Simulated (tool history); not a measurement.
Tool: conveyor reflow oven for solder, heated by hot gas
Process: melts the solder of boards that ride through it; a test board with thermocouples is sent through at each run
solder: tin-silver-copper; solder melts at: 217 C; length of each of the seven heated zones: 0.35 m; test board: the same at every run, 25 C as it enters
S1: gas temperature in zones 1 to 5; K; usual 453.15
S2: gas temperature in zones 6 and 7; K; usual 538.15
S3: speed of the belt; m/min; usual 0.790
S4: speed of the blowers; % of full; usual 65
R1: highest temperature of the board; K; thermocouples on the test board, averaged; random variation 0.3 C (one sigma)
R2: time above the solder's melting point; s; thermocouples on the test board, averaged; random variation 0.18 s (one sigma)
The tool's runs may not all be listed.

run,day,S1,S2,S3,S4,R1,R2
1,0.000,453.15,538.15,0.790,65,518.75,37.3
2,2.725,453.15,538.15,0.790,65,519.25,37.5
3,5.471,453.15,538.15,0.790,65,518.95,37.0
4,7.438,453.15,538.15,0.790,65,518.65,37.1
# day 9.033: flux residue cleaned out of gas plates and filters
5,10.833,453.15,538.15,0.790,65,519.75,38.3
6,12.992,453.15,538.15,0.790,65,519.55,37.6
7,16.200,453.15,538.15,0.790,65,519.35,37.4
8,17.988,461.15,538.15,0.790,65,520.65,41.3
9,19.554,461.15,538.15,0.790,65,520.85,40.7
10,22.208,461.15,538.15,0.790,65,519.95,40.1
# day 22.650: belt drive overhauled, speed set with a stopwatch
# day 24.817: flux residue cleaned out of gas plates and filters
11,25.442,461.15,538.15,0.790,65,520.95,42.0
12,27.217,461.15,530.15,0.790,65,514.45,37.6
13,28.979,453.15,538.15,0.790,65,519.35,38.1
14,31.058,453.15,546.15,0.790,65,525.65,41.4
15,33.083,458.15,546.15,0.790,65,526.65,43.3
16,34.617,453.15,539.15,0.790,69,520.65,38.9
# day 35.204: belt drive overhauled, speed set with a stopwatch, once more
17,36.504,453.15,539.15,0.790,69,519.95,37.5
18,39.675,443.15,551.15,0.791,65,526.55,38.2
# day 40.529: flux residue cleaned out of gas plates and filters
19,42.242,466.15,538.15,0.790,65,521.45,43.1
20,44.654,466.15,538.15,0.790,65,521.55,42.8
21,46.229,466.15,538.15,0.790,65,521.05,42.2
22,47.775,448.15,538.15,0.774,65,518.35,36.0
23,50.654,448.15,537.15,0.774,65,516.35,34.8
24,53.983,462.15,528.15,0.646,65,516.35,48.9
25,55.446,462.15,528.15,0.646,65,516.25,49.0
# day 56.050: flux residue cleaned out of gas plates and filters
# day 58.217: thermocouples of zones 6 and 7 changed
26,58.862,440.15,551.15,0.894,65,523.45,31.6
27,61.354,453.15,527.15,0.790,65,510.55,31.5
28,63.558,442.15,546.15,0.690,60,528.15,45.7
29,65.996,453.15,538.15,0.868,65,516.05,31.6

Hidden state or all else? Some run-to-run changes of R1, split into what the settings, what came in and random variation would give without the hidden state, and what is left for the hidden state (with any gauge scatter that isn't in both results):
The hidden state here: heat that the gas passes to the board, % of a clean oven's; belt's true speed, % of the reading; true gas temperature in zones 6 and 7 over the reading, C; drift of the gauge itself on peak_c, C; drift of the gauge itself on liquid_s, %.
Run 18 -> 19: S1 443.15 -> 466.15, S2 551.15 -> 538.15, S3 0.791 -> 0.790, flux residue cleaned out of gas plates and filters. R1 -5.10 K: hidden state +1.50, all else -6.60.
Run 25 -> 26: S1 462.15 -> 440.15, S2 528.15 -> 551.15, S3 0.646 -> 0.894, flux residue cleaned out of gas plates and filters, thermocouples of zones 6 and 7 changed. R1 +7.20 K: hidden state +2.50, all else +4.70.
Run 26 -> 27: S1 440.15 -> 453.15, S2 551.15 -> 527.15, S3 0.894 -> 0.790. R1 -12.90 K: hidden state -0.20, all else -12.70.
Run 27 -> 28: S1 453.15 -> 442.15, S2 527.15 -> 546.15, S3 0.790 -> 0.690, S4 65 -> 60. R1 +17.60 K: hidden state -0.20, all else +17.80.
